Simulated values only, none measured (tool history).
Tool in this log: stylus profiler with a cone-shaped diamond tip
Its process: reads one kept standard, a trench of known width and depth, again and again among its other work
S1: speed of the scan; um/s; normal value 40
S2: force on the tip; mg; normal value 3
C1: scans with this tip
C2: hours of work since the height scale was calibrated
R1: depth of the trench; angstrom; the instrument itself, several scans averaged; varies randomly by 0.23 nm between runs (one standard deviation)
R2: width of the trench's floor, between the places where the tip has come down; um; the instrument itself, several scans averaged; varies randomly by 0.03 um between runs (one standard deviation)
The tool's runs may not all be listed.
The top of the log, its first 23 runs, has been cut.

run 24 hour=1486.9 | S1=116 S2=1.22 | C1=9137 C2=59 | R1=10090.6 R2=44.31
run 25 hour=1533.9 | S1=116 S2=1.22 | C1=9366 C2=85 | R1=10091.4 R2=44.26
run 26 hour=1618 | S1=20 S2=1.14 | C1=9775 C2=132 | R1=10084.5 R2=44.68
run 27 hour=1670.4 | S1=158 S2=3.92 | C1=10030 C2=161 | R1=10204.7 R2=44.41
run 28 hour=1719.7 | S1=50 S2=4.31 | C1=10269 C2=189 | R1=10218.2 R2=44.69
run 29 hour=1785.1 | S1=45 S2=6.11 | C1=10587 C2=225 | R1=10276.8 R2=44.66
run 30 hour=1855.8 | S1=45 S2=6.11 | C1=10931 C2=264 | R1=10271 R2=44.6
run 31 hour=1930.2 | S1=113 S2=2.71 | C1=11293 C2=306 | R1=10153.3 R2=44.32
run 32 hour=1984.4 | S1=40 S2=3.63 | C1=11556 C2=336 | R1=10186.8 R2=44.54
run 33 hour=2033.1 | S1=53 S2=1.1 | C1=11793 C2=363 | R1=10075.3 R2=44.39
run 34 hour=2097.9 | S1=123 S2=2.25 | C1=12108 C2=399 | R1=10131.8 R2=44.13
run 35 hour=2188.5 | S1=26 S2=6.55 | C1=12548 C2=450 | R1=10281.9 R2=44.41
run 36 hour=2264.8 | S1=26 S2=6.55 | C1=12920 C2=492 | R1=10278.3 R2=44.43
run 37 hour=2354.3 | S1=62 S2=5.37 | C1=13355 C2=542 | R1=10237.1 R2=44.35
run 38 hour=2411.2 | S1=17 S2=2.25 | C1=13631 C2=574 | R1=10119.2 R2=44.44
run 39 hour=2468.5 | S1=46 S2=7.51 | C1=13910 C2=606 | R1=10305.6 R2=44.35
run 40 hour=2533.2 | S1=22 S2=1.15 | C1=14225 C2=642 | R1=10066.7 R2=44.23

Each row is a separate what-if for the run after 40, all from the same tool condition, not one after another. Results?
run A hour=2611.4 | S1=22 S2=2.28 | C1=14605 C2=686 | R1=? R2=?
run B hour=2611.4 | S1=22 S2=1.41 | C1=14605 C2=686 | R1=? R2=?
run C hour=2611.4 | S1=77 S2=1.36 | C1=14605 C2=686 | R1=? R2=?
run D hour=2611.4 | S1=12 S2=5.34 | C1=14605 C2=686 | R1=? R2=?

run=A R1=10123.9 R2=44.25
run=B R1=10076.9 R2=44.25
run=C R1=10076.5 R2=44.04
run=D R1=10230.9 R2=44.32
Take away the tool's hidden state, keep each run's random variation, and the runs would have read:
run=A R1=10150.4 R2=45.9
run=B R1=10103.2 R2=45.91
run=C R1=10102.9 R2=45.7
run=D R1=10257.7 R2=45.97
